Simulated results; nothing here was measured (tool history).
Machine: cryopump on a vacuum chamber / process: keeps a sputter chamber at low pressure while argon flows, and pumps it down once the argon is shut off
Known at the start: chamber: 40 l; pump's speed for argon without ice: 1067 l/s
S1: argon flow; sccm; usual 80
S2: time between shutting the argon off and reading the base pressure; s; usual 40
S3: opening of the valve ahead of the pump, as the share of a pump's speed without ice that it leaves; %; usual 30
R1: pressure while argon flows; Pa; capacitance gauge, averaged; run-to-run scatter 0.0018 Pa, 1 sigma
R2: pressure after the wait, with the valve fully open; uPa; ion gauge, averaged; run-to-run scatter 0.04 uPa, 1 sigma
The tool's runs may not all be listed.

run 1 hour=0.0 | S1=80 S2=40 S3=30 | R1=0.4546 R2=2.91
run 2 hour=63.1 | S1=80 S2=40 S3=30 | R1=0.4571 R2=3.02
-- hour=89.9 pump warmed up, emptied and cooled again
run 3 hour=126.9 | S1=80 S2=40 S3=30 | R1=0.4262 R2=2.86
run 4 hour=190.0 | S1=80 S2=40 S3=30 | R1=0.4308 R2=2.89
run 5 hour=229.6 | S1=80 S2=40 S3=30 | R1=0.4264 R2=2.89
run 6 hour=268.3 | S1=80 S2=40 S3=30 | R1=0.4260 R2=3.07
run 7 hour=345.0 | S1=80 S2=239 S3=30 | R1=0.4294 R2=1.39
run 8 hour=434.3 | S1=80 S2=257 S3=30 | R1=0.4319 R2=1.49
run 9 hour=485.1 | S1=80 S2=40 S3=30 | R1=0.4339 R2=3.28
run 10 hour=570.6 | S1=80 S2=40 S3=30 | R1=0.4351 R2=3.52
run 11 hour=657.3 | S1=80 S2=40 S3=30 | R1=0.4362 R2=3.45
run 12 hour=721.4 | S1=103 S2=40 S3=30 | R1=0.5655 R2=3.60
run 13 hour=800.8 | S1=103 S2=40 S3=15 | R1=1.1139 R2=3.71
run 14 hour=855.5 | S1=103 S2=37 S3=15 | R1=1.1103 R2=3.97
run 15 hour=935.4 | S1=103 S2=37 S3=15 | R1=1.1203 R2=3.98
run 16 hour=990.2 | S1=103 S2=37 S3=15 | R1=1.1213 R2=4.14
run 17 hour=1076.6 | S1=68 S2=275 S3=15 | R1=0.7401 R2=2.23
run 18 hour=1125.4 | S1=80 S2=28 S3=25 | R1=0.5374 R2=5.20
run 19 hour=1192.9 | S1=80 S2=28 S3=25 | R1=0.5416 R2=5.19
run 20 hour=1262.9 | S1=80 S2=56 S3=20 | R1=0.6628 R2=3.73
run 21 hour=1324.8 | S1=122 S2=40 S3=21 | R1=0.9733 R2=4.47
run 22 hour=1366.5 | S1=60 S2=40 S3=49 | R1=0.2232 R2=4.44
run 23 hour=1417.3 | S1=60 S2=35 S3=49 | R1=0.2231 R2=4.89
-- hour=1444.5 pump warmed up, emptied and cooled again
run 24 hour=1504.6 | S1=33 S2=40 S3=30 | R1=0.1749 R2=4.11
run 25 hour=1560.6 | S1=33 S2=40 S3=30 | R1=0.1749 R2=4.19
run 26 hour=1616.9 | S1=80 S2=40 S3=36 | R1=0.3568 R2=4.19
run 27 hour=1656.7 | S1=43 S2=40 S3=27 | R1=0.2553 R2=4.31
run 28 hour=1718.9 | S1=80 S2=44 S3=26 | R1=0.4963 R2=4.27
run 29 hour=1785.3 | S1=57 S2=52 S3=37 | R1=0.2517 R2=4.09
run 30 hour=1846.9 | S1=150 S2=57 S3=37 | R1=0.6664 R2=4.03
run 31 hour=1925.2 | S1=105 S2=143 S3=21 | R1=0.8058 R2=3.08
run 32 hour=1984.1 | S1=105 S2=143 S3=21 | R1=0.8147 R2=3.34

5 options for the next run, each taken on its own from the tool as it stands now. Forecast them:
run A hour=2046.5 | S1=50 S2=188 S3=38 | R1=? R2=?
run B hour=2046.5 | S1=80 S2=60 S3=30 | R1=? R2=?
run C hour=2046.5 | S1=105 S2=70 S3=37 | R1=? R2=?
run D hour=2046.5 | S1=78 S2=68 S3=30 | R1=? R2=?
run E hour=2046.5 | S1=80 S2=47 S3=30 | R1=? R2=?

run=A R1=0.2185 R2=3.37
run=B R1=0.4390 R2=4.21
run=C R1=0.4743 R2=4.09
run=D R1=0.4287 R2=4.11
run=E R1=0.4392 R2=4.44
With the hidden condition removed and each run's random variation left untouched, the same runs would have given:
run=A R1=0.2081 R2=0.71
run=B R1=0.4224 R2=1.61
run=C R1=0.4523 R2=1.46
run=D R1=0.4125 R2=1.51
run=E R1=0.4226 R2=1.94
